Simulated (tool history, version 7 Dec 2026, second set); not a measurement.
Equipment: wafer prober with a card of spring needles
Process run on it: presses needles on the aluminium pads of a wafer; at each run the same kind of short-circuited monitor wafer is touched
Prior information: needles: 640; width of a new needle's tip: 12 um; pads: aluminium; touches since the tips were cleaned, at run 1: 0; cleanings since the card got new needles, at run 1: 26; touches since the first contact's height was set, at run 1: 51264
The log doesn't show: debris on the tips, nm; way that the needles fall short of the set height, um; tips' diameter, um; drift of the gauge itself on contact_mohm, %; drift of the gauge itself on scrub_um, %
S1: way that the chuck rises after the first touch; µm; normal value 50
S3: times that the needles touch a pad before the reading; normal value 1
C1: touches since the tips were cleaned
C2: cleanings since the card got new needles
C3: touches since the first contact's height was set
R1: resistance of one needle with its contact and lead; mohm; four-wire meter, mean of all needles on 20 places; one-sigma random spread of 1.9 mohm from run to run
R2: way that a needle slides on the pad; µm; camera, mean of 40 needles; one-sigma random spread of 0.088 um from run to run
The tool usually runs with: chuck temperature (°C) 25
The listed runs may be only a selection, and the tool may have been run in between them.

run 1 hour=0.0 | S1=50 chuck_temperature_(°C)=25 S3=1 | C1=0 C2=26 C3=51264 | R1=207 R2=9.10
-- hour=6.7 tips cleaned on abrasive film
-- hour=13.3 tips cleaned on abrasive film
-- hour=18.7 tips cleaned on abrasive film
-- hour=25.4 tips cleaned on abrasive film
-- hour=30.7 tips cleaned on abrasive film
-- hour=37.4 tips cleaned on abrasive film
-- hour=44.1 tips cleaned on abrasive film
run 2 hour=44.4 | S1=50 chuck_temperature_(°C)=25 S3=1 | C1=99 C2=33 C3=64819 | R1=209 R2=9.15
-- hour=49.8 tips cleaned on abrasive film
-- hour=56.4 tips cleaned on abrasive film
-- hour=63.1 tips cleaned on abrasive film
-- hour=69.8 tips cleaned on abrasive film
-- hour=76.5 tips cleaned on abrasive film
run 3 hour=77.0 | S1=50 chuck_temperature_(°C)=25 S3=1 | C1=161 C2=38 C3=74768 | R1=209 R2=9.16
-- hour=82.4 tips cleaned on abrasive film
-- hour=87.7 tips cleaned on abrasive film
-- hour=94.4 tips cleaned on abrasive film
-- hour=99.8 tips cleaned on abrasive film
-- hour=106.4 tips cleaned on abrasive film
-- hour=111.8 tips cleaned on abrasive film
-- hour=118.5 tips cleaned on abrasive film
-- hour=125.1 tips cleaned on abrasive film
-- hour=131.8 tips cleaned on abrasive film
-- hour=138.5 tips cleaned on abrasive film
run 4 hour=140.6 | S1=50 chuck_temperature_(°C)=25 S3=1 | C1=662 C2=48 C3=94190 | R1=212 R2=9.04
-- hour=144.7 tips cleaned on abrasive film
-- hour=151.3 tips cleaned on abrasive film
-- hour=158.0 tips cleaned on abrasive film
-- hour=164.7 tips cleaned on abrasive film
-- hour=170.6 tips cleaned on abrasive film
run 5 hour=170.6 | S1=50 chuck_temperature_(°C)=25 S3=1 | C1=0 C2=53 C3=103339 | R1=208 R2=8.98
-- hour=176.0 tips cleaned on abrasive film
-- hour=182.7 tips cleaned on abrasive film
-- hour=189.3 tips cleaned on abrasive film
-- hour=196.0 tips cleaned on abrasive film
-- hour=202.7 tips cleaned on abrasive film
-- hour=209.4 tips cleaned on abrasive film
-- hour=216.0 tips cleaned on abrasive film
-- hour=222.7 tips cleaned on abrasive film
-- hour=228.8 tips cleaned on abrasive film
run 6 hour=228.8 | S1=50 chuck_temperature_(°C)=25 S3=1 | C1=0 C2=62 C3=121096 | R1=207 R2=9.20
-- hour=235.5 tips cleaned on abrasive film
-- hour=240.8 tips cleaned on abrasive film
-- hour=247.5 tips cleaned on abrasive film
-- hour=254.2 tips cleaned on abrasive film
-- hour=260.8 tips cleaned on abrasive film
-- hour=267.5 tips cleaned on abrasive film
-- hour=274.2 tips cleaned on abrasive film
run 7 hour=279.3 | S1=50 chuck_temperature_(°C)=25 S3=1 | C1=1573 C2=69 C3=136533 | R1=204 R2=9.16
-- hour=280.7 tips cleaned on abrasive film
-- hour=287.4 tips cleaned on abrasive film
-- hour=294.0 tips cleaned on abrasive film
-- hour=297.0 height of the first contact set anew
-- hour=301.0 tips cleaned on abrasive film
-- hour=307.7 tips cleaned on abrasive film
-- hour=314.4 tips cleaned on abrasive film
-- hour=321.0 tips cleaned on abrasive film
-- hour=327.7 tips cleaned on abrasive film
-- hour=334.4 tips cleaned on abrasive film
run 8 hour=334.6 | S1=66 chuck_temperature_(°C)=52 S3=2 | C1=73 C2=78 C3=11492 | R1=206 R2=11.93
-- hour=340.0 tips cleaned on abrasive film
-- hour=346.7 tips cleaned on abrasive film
-- hour=353.3 tips cleaned on abrasive film
-- hour=360.0 tips cleaned on abrasive film
run 9 hour=364.4 | S1=66 chuck_temperature_(°C)=37 S3=2 | C1=1359 C2=82 C3=20601 | R1=208 R2=12.05
-- hour=365.8 tips cleaned on abrasive film
-- hour=372.5 tips cleaned on abrasive film
-- hour=379.2 tips cleaned on abrasive film
-- hour=385.8 tips cleaned on abrasive film
-- hour=392.5 tips cleaned on abrasive film
-- hour=399.2 tips cleaned on abrasive film
-- hour=404.5 tips cleaned on abrasive film
run 10 hour=408.5 | S1=60 chuck_temperature_(°C)=83 S3=1 | C1=1235 C2=89 C3=34070 | R1=219 R2=10.77

What if the next run were any one of these 4? Each begins from the tool's condition after run 10:
-- hour=410.0 tips cleaned on abrasive film
-- hour=416.6 tips cleaned on abrasive film
-- hour=423.3 tips cleaned on abrasive film
-- hour=430.0 tips cleaned on abrasive film
-- hour=436.7 tips cleaned on abrasive film
-- hour=443.3 tips cleaned on abrasive film
-- hour=448.7 tips cleaned on abrasive film
-- hour=455.4 tips cleaned on abrasive film
run A hour=456.2 | S1=34 chuck_temperature_(°C)=72 S3=1 | C1=242 C2=97 C3=48593 | R1=? R2=?
-- hour=410.0 tips cleaned on abrasive film
-- hour=416.6 tips cleaned on abrasive film
-- hour=423.3 tips cleaned on abrasive film
-- hour=430.0 tips cleaned on abrasive film
-- hour=436.7 tips cleaned on abrasive film
-- hour=443.3 tips cleaned on abrasive film
-- hour=448.7 tips cleaned on abrasive film
-- hour=455.4 tips cleaned on abrasive film
run B hour=456.2 | S1=36 chuck_temperature_(°C)=41 S3=1 | C1=242 C2=97 C3=48593 | R1=? R2=?
-- hour=410.0 tips cleaned on abrasive film
-- hour=416.6 tips cleaned on abrasive film
-- hour=423.3 tips cleaned on abrasive film
-- hour=430.0 tips cleaned on abrasive film
-- hour=436.7 tips cleaned on abrasive film
-- hour=443.3 tips cleaned on abrasive film
-- hour=448.7 tips cleaned on abrasive film
-- hour=455.4 tips cleaned on abrasive film
run C hour=456.2 | S1=50 chuck_temperature_(°C)=35 S3=1 | C1=242 C2=97 C3=48593 | R1=? R2=?
-- hour=410.0 tips cleaned on abrasive film
-- hour=416.6 tips cleaned on abrasive film
-- hour=423.3 tips cleaned on abrasive film
-- hour=430.0 tips cleaned on abrasive film
-- hour=436.7 tips cleaned on abrasive film
-- hour=443.3 tips cleaned on abrasive film
-- hour=448.7 tips cleaned on abrasive film
-- hour=455.4 tips cleaned on abrasive film
run D hour=456.2 | S1=33 chuck_temperature_(°C)=25 S3=1 | C1=242 C2=97 C3=48593 | R1=? R2=?

run=A R1=230 R2=6.18
run=B R1=219 R2=6.52
run=C R1=213 R2=9.16
run=D R1=222 R2=5.95
Take away the tool's hidden state, keep each run's random variation, and the runs would have read:
run=A R1=230 R2=6.18
run=B R1=218 R2=6.52
run=C R1=213 R2=9.16
run=D R1=221 R2=5.95
